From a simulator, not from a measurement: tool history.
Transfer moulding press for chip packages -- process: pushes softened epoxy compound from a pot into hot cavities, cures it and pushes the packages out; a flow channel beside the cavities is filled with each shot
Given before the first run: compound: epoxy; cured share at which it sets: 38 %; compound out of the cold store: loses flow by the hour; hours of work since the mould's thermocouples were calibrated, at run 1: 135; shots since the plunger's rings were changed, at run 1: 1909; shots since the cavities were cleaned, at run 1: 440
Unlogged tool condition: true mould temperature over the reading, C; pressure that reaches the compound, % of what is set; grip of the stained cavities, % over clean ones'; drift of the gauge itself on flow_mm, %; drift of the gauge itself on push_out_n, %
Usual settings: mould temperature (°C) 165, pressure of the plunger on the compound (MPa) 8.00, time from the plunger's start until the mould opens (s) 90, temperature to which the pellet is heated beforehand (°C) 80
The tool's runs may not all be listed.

| run | hour | mould temperature (°C) | pressure of the plunger on the compound (MPa) | time from the plunger's start until the mould opens (s) | temperature to which the pellet is heated beforehand (°C) | hours of work since the mould's thermocouples were calibrated | shots since the plunger's rings were changed | shots since the cavities were cleaned | incoming compound's hours out of the cold store | length that the compound runs in the flow channel (mm) | greatest force on the pins that push the packages out (N) |
|---|---|---|---|---|---|---|---|---|---|---|---|
| 1 | 0.0 | 165 | 8.00 | 90 | 80 | 135 | 1909 | 440 | 35.2 | 898 | 620 |
| 2 | 15.7 | 165 | 8.00 | 90 | 83 | 147 | 2151 | 682 | 22.7 | 932 | 668 |
|  | 21.7 | cavities cleaned with cleaning compound and waxed |
| 3 | 31.0 | 165 | 8.00 | 90 | 83 | 158 | 2366 | 145 | 18.9 | 927 | 527 |
| 4 | 52.2 | 165 | 8.00 | 90 | 84 | 175 | 2694 | 473 | 35.3 | 884 | 609 |
|  | 71.7 | cavities cleaned with cleaning compound and waxed |
| 5 | 74.0 | 165 | 8.00 | 90 | 80 | 191 | 3007 | 35 | 26.1 | 912 | 448 |
| 6 | 90.8 | 165 | 8.00 | 90 | 80 | 204 | 3268 | 296 | 28.0 | 919 | 596 |
| 7 | 104.4 | 165 | 8.00 | 90 | 80 | 215 | 3478 | 506 | 17.5 | 948 | 658 |
|  | 110.2 | plunger's sealing rings changed |
| 8 | 118.9 | 165 | 8.00 | 90 | 80 | 224 | 134 | 691 | 24.4 | 953 | 664 |
|  | 124.7 | cavities cleaned with cleaning compound and waxed |
| 9 | 136.3 | 165 | 6.85 | 90 | 80 | 237 | 380 | 180 | 16.7 | 916 | 530 |
| 10 | 147.6 | 165 | 6.85 | 90 | 80 | 246 | 556 | 356 | 10.8 | 929 | 594 |
|  | 151.1 | mould's thermocouples calibrated |
| 11 | 172.8 | 165 | 6.85 | 90 | 80 | 17 | 914 | 714 | 36.4 | 833 | 666 |
|  | 177.3 | cavities cleaned with cleaning compound and waxed |
| 12 | 185.1 | 165 | 8.00 | 95 | 80 | 26 | 1081 | 121 | 23.2 | 943 | 472 |
|  | 203.6 | mould's thermocouples calibrated, once more |
| 13 | 210.5 | 170 | 8.00 | 90 | 80 | 5 | 1442 | 482 | 8.6 | 960 | 517 |
|  | 228.6 | cavities cleaned with cleaning compound and waxed |
| 14 | 228.6 | 165 | 8.00 | 90 | 80 | 19 | 1700 | 0 | 36.4 | 897 | 443 |
| 15 | 249.2 | 165 | 8.00 | 130 | 81 | 35 | 2019 | 319 | 8.3 | 986 | 450 |
| 16 | 264.6 | 165 | 8.00 | 130 | 81 | 47 | 2257 | 557 | 47.1 | 848 | 488 |
|  | 278.4 | cavities cleaned with cleaning compound and waxed |
| 17 | 284.9 | 161 | 8.00 | 70 | 80 | 62 | 2548 | 101 | 14.0 | 974 | 1263 |
| 18 | 305.3 | 159 | 8.83 | 107 | 84 | 78 | 2862 | 415 | 32.4 | 951 | 648 |
| 19 | 317.7 | 173 | 6.65 | 76 | 79 | 88 | 3055 | 608 | 36.4 | 767 | 581 |
|  | 328.9 | cavities cleaned with cleaning compound and waxed |
| 20 | 332.8 | 161 | 6.82 | 118 | 80 | 98 | 3265 | 61 | 8.6 | 927 | 424 |
| 21 | 342.7 | 161 | 6.82 | 118 | 80 | 106 | 3418 | 214 | 32.2 | 835 | 454 |
|  | 352.4 | plunger's sealing rings changed |
| 22 | 363.0 | 161 | 6.82 | 93 | 90 | 120 | 165 | 490 | 34.0 | 882 | 758 |
|  | 381.5 | cavities cleaned with cleaning compound and waxed |
| 23 | 387.8 | 161 | 6.82 | 93 | 90 | 139 | 524 | 97 | 45.9 | 828 | 559 |
| 24 | 407.4 | 165 | 7.12 | 90 | 80 | 154 | 829 | 402 | 27.9 | 881 | 604 |
| 25 | 422.5 | 169 | 7.70 | 90 | 80 | 166 | 1061 | 634 | 47.3 | 836 | 554 |
|  | 431.6 | cavities cleaned with cleaning compound and waxed |
| 26 | 436.0 | 169 | 7.70 | 90 | 80 | 175 | 1248 | 69 | 35.6 | 865 | 388 |
| 27 | 454.2 | 165 | 8.00 | 90 | 84 | 190 | 1529 | 350 | 33.2 | 905 | 589 |
| 28 | 475.9 | 165 | 6.47 | 90 | 70 | 207 | 1865 | 686 | 24.6 | 851 | 679 |

3 options for the next run, each taken on its own from the tool as it stands now. Forecast them:
|  | 481.7 | cavities cleaned with cleaning compound and waxed |
| A | 495.5 | 165 | 9.78 | 90 | 80 | 221 | 2145 | 215 | 33.2 | ? | ? |
|  | 481.7 | cavities cleaned with cleaning compound and waxed |
| B | 495.5 | 165 | 6.47 | 129 | 70 | 221 | 2145 | 215 | 44.8 | ? | ? |
|  | 481.7 | cavities cleaned with cleaning compound and waxed |
| C | 495.5 | 165 | 8.16 | 74 | 76 | 221 | 2145 | 215 | 41.4 | ? | ? |

| run | length that the compound runs in the flow channel (mm) | greatest force on the pins that push the packages out (N) |
|---|---|---|
| A | 991 | 522 |
| B | 781 | 441 |
| C | 888 | 801 |
Without the tool's unlogged condition, the same runs would have read:
| run | length that the compound runs in the flow channel (mm) | greatest force on the pins that push the packages out (N) |
|---|---|---|
| A | 1024 | 428 |
| B | 806 | 356 |
| C | 917 | 665 |
